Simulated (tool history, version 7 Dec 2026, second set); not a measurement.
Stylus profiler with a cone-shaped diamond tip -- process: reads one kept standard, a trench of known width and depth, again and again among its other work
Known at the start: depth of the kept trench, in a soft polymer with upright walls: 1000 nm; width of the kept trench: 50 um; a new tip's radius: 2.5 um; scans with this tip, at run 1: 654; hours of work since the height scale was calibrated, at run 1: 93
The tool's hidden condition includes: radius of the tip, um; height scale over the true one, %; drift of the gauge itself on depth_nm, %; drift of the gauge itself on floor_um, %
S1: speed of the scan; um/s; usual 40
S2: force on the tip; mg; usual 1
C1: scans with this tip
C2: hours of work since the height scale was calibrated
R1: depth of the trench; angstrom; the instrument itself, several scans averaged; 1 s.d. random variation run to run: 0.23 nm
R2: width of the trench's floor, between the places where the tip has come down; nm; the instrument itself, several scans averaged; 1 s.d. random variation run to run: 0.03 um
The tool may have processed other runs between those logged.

Run 1, hour 0: usual settings; C1 654; C2 93. Result: R1 10093.4 angstrom, R2 45660 nm.
Run 2, hour 7: usual settings but S1 122 um/s; C1 678; C2 96. Result: R1 10096.1 angstrom, R2 44880 nm.
Run 3, hour 14.5: usual settings but S1 20 um/s; C1 704; C2 100. Result: R1 10096.3 angstrom, R2 45850 nm.
Run 4, hour 28.9: usual settings; C1 754; C2 107. Result: R1 10099.2 angstrom, R2 45600 nm.
Run 5, hour 42: usual settings; C1 800; C2 113. Result: R1 10095.8 angstrom, R2 45640 nm.
Run 6, hour 50.4: usual settings; C1 829; C2 117. Result: R1 10101.5 angstrom, R2 45610 nm.
Run 7, hour 64: usual settings; C1 876; C2 124. Result: R1 10099.3 angstrom, R2 45640 nm.
Run 8, hour 79.2: usual settings but S1 129 um/s; C1 929; C2 132. Result: R1 10097.3 angstrom, R2 44760 nm.
Run 9, hour 89.5: usual settings but S1 129 um/s; C1 965; C2 137. Result: R1 10097.6 angstrom, R2 44790 nm.
Run 10, hour 101.7: usual settings but S1 129 um/s; C1 1008; C2 143. Result: R1 10096.5 angstrom, R2 44690 nm.
Run 11, hour 109.1: usual settings but S1 129 um/s; C1 1033; C2 146. Result: R1 10097.9 angstrom, R2 44740 nm.
Run 12, hour 121.6: usual settings; C1 1077; C2 152. Result: R1 10097.2 angstrom, R2 45630 nm.
Run 13, hour 138.5: usual settings but S1 73 um/s; C1 1135; C2 161. Result: R1 10099.6 angstrom, R2 45260 nm.
Run 14, hour 150.2: usual settings but S1 73 um/s; C1 1176; C2 166. Result: R1 10100.1 angstrom, R2 45270 nm.
Run 15, hour 157.1: usual settings but S1 73 um/s; C1 1200; C2 170. Result: R1 10097.6 angstrom, R2 45320 nm.
Run 16, hour 171.7: usual settings but S1 73 um/s; C1 1251; C2 177. Result: R1 10101.7 angstrom, R2 45250 nm.
Run 17, hour 181: usual settings but S1 73 um/s; C1 1283; C2 182. Result: R1 10097.1 angstrom, R2 45240 nm.
Run 18, hour 191.4: usual settings but S1 73 um/s; C1 1319; C2 187. Result: R1 10096.3 angstrom, R2 45320 nm.
Run 19, hour 204.4: usual settings but S1 73 um/s; C1 1364; C2 193. Result: R1 10096.9 angstrom, R2 45250 nm.
Run 20, hour 213.7: usual settings; C1 1397; C2 198. Result: R1 10100.5 angstrom, R2 45560 nm.
Run 21, hour 220.6: usual settings; C1 1421; C2 201. Result: R1 10100 angstrom, R2 45580 nm.
Run 22, hour 232.1: usual settings; C1 1461; C2 207. Result: R1 10097.2 angstrom, R2 45610 nm.
Run 23, hour 246.3: usual settings but S1 54 um/s; C1 1510; C2 214. Result: R1 10098.9 angstrom, R2 45430 nm.
Run 24, hour 261.1: usual settings but S1 54 um/s, S2 1.49 mg; C1 1561; C2 221. Result: R1 10129.4 angstrom, R2 45540 nm.
Run 25, hour 275.7: usual settings but S1 15 um/s, S2 1.28 mg; C1 1612; C2 228. Result: R1 10115.2 angstrom, R2 45880 nm.
Run 26, hour 290.4: usual settings but S2 0.53 mg; C1 1663; C2 235. Result: R1 10068.1 angstrom, R2 45390 nm.
Run 27, hour 301: usual settings but S1 28 um/s, S2 0.7 mg; C1 1700; C2 241. Result: R1 10080.3 angstrom, R2 45650 nm.
Run 28, hour 316.7: usual settings but S1 28 um/s, S2 0.7 mg; C1 1755; C2 248. Result: R1 10079 angstrom, R2 45670 nm.
At hour 318.3: height scale calibrated on a step standard.
Run 29, hour 333.1: usual settings but S1 43 um/s, S2 0.67 mg; C1 1810; C2 7. Result: R1 10081 angstrom, R2 45440 nm.
Run 30, hour 341.7: usual settings but S1 43 um/s, S2 0.67 mg; C1 1840; C2 12. Result: R1 10083.1 angstrom, R2 45490 nm.
Run 31, hour 352.9: usual settings but S1 14 um/s, S2 0.5 mg; C1 1879; C2 17. Result: R1 10070.3 angstrom, R2 45760 nm.
Run 32, hour 360.7: usual settings but S1 38 um/s, S2 0.92 mg; C1 1906; C2 21. Result: R1 10100.1 angstrom, R2 45520 nm.
Run 33, hour 372.5: usual settings but S1 82 um/s; C1 1947; C2 27. Result: R1 10109.2 angstrom, R2 45190 nm.
Run 34, hour 388.7: usual settings but S1 82 um/s; C1 2003; C2 35. Result: R1 10103.9 angstrom, R2 45160 nm.
At hour 399.9: height scale calibrated on a step standard, once more.
Run 35, hour 403.9: usual settings but S2 1.34 mg; C1 2054; C2 2. Result: R1 10118.3 angstrom, R2 45610 nm.
Run 36, hour 420.6: usual settings but S2 0.89 mg; C1 2113; C2 10. Result: R1 10090.2 angstrom, R2 45550 nm.
Run 37, hour 429.9: usual settings but S1 14 um/s, S2 1.66 mg; C1 2145; C2 15. Result: R1 10139.5 angstrom, R2 45820 nm.
Run 38, hour 445.8: usual settings but S1 69 um/s, S2 0.94 mg; C1 2200; C2 23. Result: R1 10095.2 angstrom, R2 45260 nm.
Run 39, hour 455.9: usual settings but S1 53 um/s, S2 1.01 mg; C1 2235; C2 28. Result: R1 10098.7 angstrom, R2 45430 nm.
Run 40, hour 468.5: usual settings but S1 80 um/s, S2 0.49 mg; C1 2279; C2 34. Result: R1 10067.9 angstrom, R2 44820 nm.
Run 41, hour 482.5: usual settings but S1 80 um/s, S2 0.49 mg; C1 2328; C2 41. Result: R1 10059.2 angstrom, R2 44820 nm.
Run 42, hour 489.5: usual settings but S1 80 um/s, S2 0.49 mg; C1 2352; C2 44. Result: R1 10064.4 angstrom, R2 44790 nm.
Run 43, hour 497.9: usual settings but S1 21 um/s, S2 1.64 mg; C1 2381; C2 48. Result: R1 10135.3 angstrom, R2 45750 nm.
Run 44, hour 506.1: usual settings but S1 36 um/s, S2 1.08 mg; C1 2410; C2 52. Result: R1 10108.6 angstrom, R2 45580 nm.
Run 45, hour 521.1: usual settings but S1 75 um/s, S2 1.18 mg; C1 2462; C2 60. Result: R1 10109.1 angstrom, R2 45240 nm.
Run 46, hour 530.2: usual settings but S1 34 um/s, S2 2.78 mg; C1 2494; C2 64. Result: R1 10193.7 angstrom, R2 45760 nm.

For each entry between runs, how does the tool's hidden state at the last listed run before it compare with that at the first listed run after it?
In the gap between runs 28 and 29: height scale calibrated on a step standard (hour 318.3)
  height scale over the true one, %: 0.067 -> 0.112
  the result without the hidden state subtracted from the measured one, R1: +6.7 -> +11.2 angstrom; R2: -40 -> -50 nm
In the gap between runs 34 and 35: height scale calibrated on a step standard, once more (hour 399.9)
  radius of the tip, um: 2.55 -> 2.56; height scale over the true one, %: 0.117 -> 0.057
  the result without the hidden state subtracted from the measured one, R1: +11.8 -> +5.7 angstrom; R2: -60 -> -60 nm

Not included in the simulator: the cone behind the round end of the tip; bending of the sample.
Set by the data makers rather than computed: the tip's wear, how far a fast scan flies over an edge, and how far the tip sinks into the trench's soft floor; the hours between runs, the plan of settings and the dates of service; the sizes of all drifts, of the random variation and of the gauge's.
